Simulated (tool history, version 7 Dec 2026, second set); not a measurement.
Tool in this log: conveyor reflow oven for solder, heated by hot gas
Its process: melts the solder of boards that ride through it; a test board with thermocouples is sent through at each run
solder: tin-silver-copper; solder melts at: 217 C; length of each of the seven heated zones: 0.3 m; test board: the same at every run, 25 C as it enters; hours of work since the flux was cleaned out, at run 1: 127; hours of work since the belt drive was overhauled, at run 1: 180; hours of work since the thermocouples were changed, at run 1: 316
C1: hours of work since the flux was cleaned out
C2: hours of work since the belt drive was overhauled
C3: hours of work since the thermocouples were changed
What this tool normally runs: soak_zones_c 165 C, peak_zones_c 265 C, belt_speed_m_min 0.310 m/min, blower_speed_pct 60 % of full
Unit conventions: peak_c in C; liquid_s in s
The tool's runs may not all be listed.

run 1 day=0.000 | soak_zones_c=165 peak_zones_c=265 belt_speed_m_min=0.310 blower_speed_pct=60 | C1=127 C2=180 C3=316 | peak_c=251.0 liquid_s=82.4
run 2 day=0.575 | soak_zones_c=165 peak_zones_c=265 belt_speed_m_min=0.310 blower_speed_pct=60 | C1=134 C2=187 C3=324 | peak_c=250.7 liquid_s=81.8
run 3 day=1.012 | soak_zones_c=165 peak_zones_c=265 belt_speed_m_min=0.310 blower_speed_pct=60 | C1=140 C2=193 C3=329 | peak_c=250.9 liquid_s=82.7
run 4 day=1.712 | soak_zones_c=165 peak_zones_c=265 belt_speed_m_min=0.310 blower_speed_pct=60 | C1=149 C2=202 C3=339 | peak_c=250.5 liquid_s=82.3
run 5 day=2.117 | soak_zones_c=165 peak_zones_c=265 belt_speed_m_min=0.310 blower_speed_pct=60 | C1=155 C2=207 C3=344 | peak_c=250.8 liquid_s=82.7
run 6 day=2.504 | soak_zones_c=165 peak_zones_c=265 belt_speed_m_min=0.310 blower_speed_pct=60 | C1=160 C2=212 C3=349 | peak_c=250.9 liquid_s=82.3
run 7 day=3.058 | soak_zones_c=165 peak_zones_c=265 belt_speed_m_min=0.310 blower_speed_pct=60 | C1=167 C2=220 C3=356 | peak_c=250.7 liquid_s=81.6
run 8 day=3.462 | soak_zones_c=165 peak_zones_c=265 belt_speed_m_min=0.310 blower_speed_pct=60 | C1=172 C2=225 C3=362 | peak_c=250.9 liquid_s=82.3
run 9 day=4.146 | soak_zones_c=165 peak_zones_c=265 belt_speed_m_min=0.310 blower_speed_pct=60 | C1=181 C2=234 C3=371 | peak_c=250.8 liquid_s=82.9
run 10 day=5.000 | soak_zones_c=165 peak_zones_c=265 belt_speed_m_min=0.310 blower_speed_pct=60 | C1=193 C2=245 C3=382 | peak_c=250.7 liquid_s=82.6
run 11 day=5.842 | soak_zones_c=165 peak_zones_c=265 belt_speed_m_min=0.310 blower_speed_pct=60 | C1=204 C2=256 C3=393 | peak_c=250.9 liquid_s=82.0
run 12 day=6.517 | soak_zones_c=165 peak_zones_c=265 belt_speed_m_min=0.310 blower_speed_pct=60 | C1=213 C2=265 C3=402 | peak_c=250.7 liquid_s=81.8
run 13 day=7.083 | soak_zones_c=165 peak_zones_c=265 belt_speed_m_min=0.310 blower_speed_pct=60 | C1=220 C2=273 C3=409 | peak_c=250.6 liquid_s=82.6
run 14 day=7.812 | soak_zones_c=165 peak_zones_c=265 belt_speed_m_min=0.310 blower_speed_pct=60 | C1=230 C2=282 C3=419 | peak_c=250.7 liquid_s=81.9
run 15 day=8.304 | soak_zones_c=165 peak_zones_c=265 belt_speed_m_min=0.310 blower_speed_pct=60 | C1=236 C2=289 C3=425 | peak_c=251.1 liquid_s=82.0
run 16 day=8.888 | soak_zones_c=155 peak_zones_c=255 belt_speed_m_min=0.305 blower_speed_pct=77 | C1=244 C2=296 C3=433 | peak_c=244.7 liquid_s=74.0
run 17 day=9.758 | soak_zones_c=167 peak_zones_c=265 belt_speed_m_min=0.278 blower_speed_pct=66 | C1=255 C2=308 C3=444 | peak_c=255.4 liquid_s=100.2
-- day=9.975 belt drive overhauled, speed set with a stopwatch
-- day=10.575 flux residue cleaned out of gas plates and filters
run 18 day=10.962 | soak_zones_c=170 peak_zones_c=265 belt_speed_m_min=0.310 blower_speed_pct=60 | C1=5 C2=10 C3=455 | peak_c=252.2 liquid_s=86.8
run 19 day=11.696 | soak_zones_c=165 peak_zones_c=273 belt_speed_m_min=0.310 blower_speed_pct=60 | C1=15 C2=20 C3=465 | peak_c=259.0 liquid_s=90.4
run 20 day=12.458 | soak_zones_c=165 peak_zones_c=265 belt_speed_m_min=0.310 blower_speed_pct=66 | C1=25 C2=30 C3=475 | peak_c=253.0 liquid_s=85.9
run 21 day=12.954 | soak_zones_c=165 peak_zones_c=265 belt_speed_m_min=0.310 blower_speed_pct=66 | C1=31 C2=36 C3=481 | peak_c=252.9 liquid_s=85.9
run 22 day=13.400 | soak_zones_c=163 peak_zones_c=265 belt_speed_m_min=0.310 blower_speed_pct=55 | C1=37 C2=42 C3=487 | peak_c=249.9 liquid_s=79.5
run 23 day=13.808 | soak_zones_c=167 peak_zones_c=265 belt_speed_m_min=0.324 blower_speed_pct=61 | C1=42 C2=48 C3=493 | peak_c=250.6 liquid_s=79.6
run 24 day=14.404 | soak_zones_c=178 peak_zones_c=254 belt_speed_m_min=0.310 blower_speed_pct=60 | C1=50 C2=55 C3=500 | peak_c=243.2 liquid_s=80.9
-- day=14.975 belt drive overhauled, speed set with a stopwatch, once more
run 25 day=15.279 | soak_zones_c=155 peak_zones_c=270 belt_speed_m_min=0.366 blower_speed_pct=88 | C1=60 C2=4 C3=510 | peak_c=255.9 liquid_s=70.4
run 26 day=15.662 | soak_zones_c=165 peak_zones_c=265 belt_speed_m_min=0.310 blower_speed_pct=80 | C1=65 C2=9 C3=515 | peak_c=255.6 liquid_s=89.3
run 27 day=16.375 | soak_zones_c=165 peak_zones_c=261 belt_speed_m_min=0.310 blower_speed_pct=67 | C1=74 C2=18 C3=524 | peak_c=249.1 liquid_s=81.4
run 28 day=17.242 | soak_zones_c=167 peak_zones_c=265 belt_speed_m_min=0.310 blower_speed_pct=67 | C1=85 C2=30 C3=535 | peak_c=252.9 liquid_s=86.2
run 29 day=18.058 | soak_zones_c=167 peak_zones_c=265 belt_speed_m_min=0.324 blower_speed_pct=66 | C1=96 C2=41 C3=546 | peak_c=251.9 liquid_s=80.0
run 30 day=18.458 | soak_zones_c=165 peak_zones_c=270 belt_speed_m_min=0.310 blower_speed_pct=67 | C1=101 C2=46 C3=551 | peak_c=257.4 liquid_s=89.5

Measured less the same run without the tool's hidden state. The same run-to-run variation is in both; the gauge's scatter may not be:
What the log doesn't record here: heat that the gas passes to the board, % of a clean oven's; belt's true speed, % of the reading; true gas temperature in zones 6 and 7 over the reading, C; drift of the gauge itself on peak_c, C; drift of the gauge itself on liquid_s, %.
run=1 peak_c=+0.1 liquid_s=+0.4
run=2 peak_c=+0.1 liquid_s=+0.4
run=3 peak_c=+0.1 liquid_s=+0.4
run=4 peak_c=+0.2 liquid_s=+0.4
run=5 peak_c=+0.2 liquid_s=+0.4
run=6 peak_c=+0.2 liquid_s=+0.5
run=7 peak_c=+0.2 liquid_s=+0.5
run=8 peak_c=+0.1 liquid_s=+0.5
run=9 peak_c=+0.1 liquid_s=+0.5
run=10 peak_c=+0.1 liquid_s=+0.4
run=11 peak_c=+0.2 liquid_s=+0.4
run=12 peak_c=+0.2 liquid_s=+0.4
run=13 peak_c=+0.1 liquid_s=+0.5
run=14 peak_c=+0.2 liquid_s=+0.5
run=15 peak_c=+0.2 liquid_s=+0.5
run=16 peak_c=+0.0 liquid_s=+0.2
run=17 peak_c=+0.2 liquid_s=+0.7
run=18 peak_c=+0.8 liquid_s=+1.8
run=19 peak_c=+0.8 liquid_s=+1.8
run=20 peak_c=+0.7 liquid_s=+1.8
run=21 peak_c=+0.8 liquid_s=+1.8
run=22 peak_c=+0.8 liquid_s=+2.0
run=23 peak_c=+0.8 liquid_s=+1.9
run=24 peak_c=+0.7 liquid_s=+2.1
run=25 peak_c=+0.2 liquid_s=+0.0
run=26 peak_c=+0.4 liquid_s=+0.2
run=27 peak_c=+0.5 liquid_s=+0.3
run=28 peak_c=+0.4 liquid_s=+0.4
run=29 peak_c=+0.4 liquid_s=+0.3
run=30 peak_c=+0.4 liquid_s=+0.4
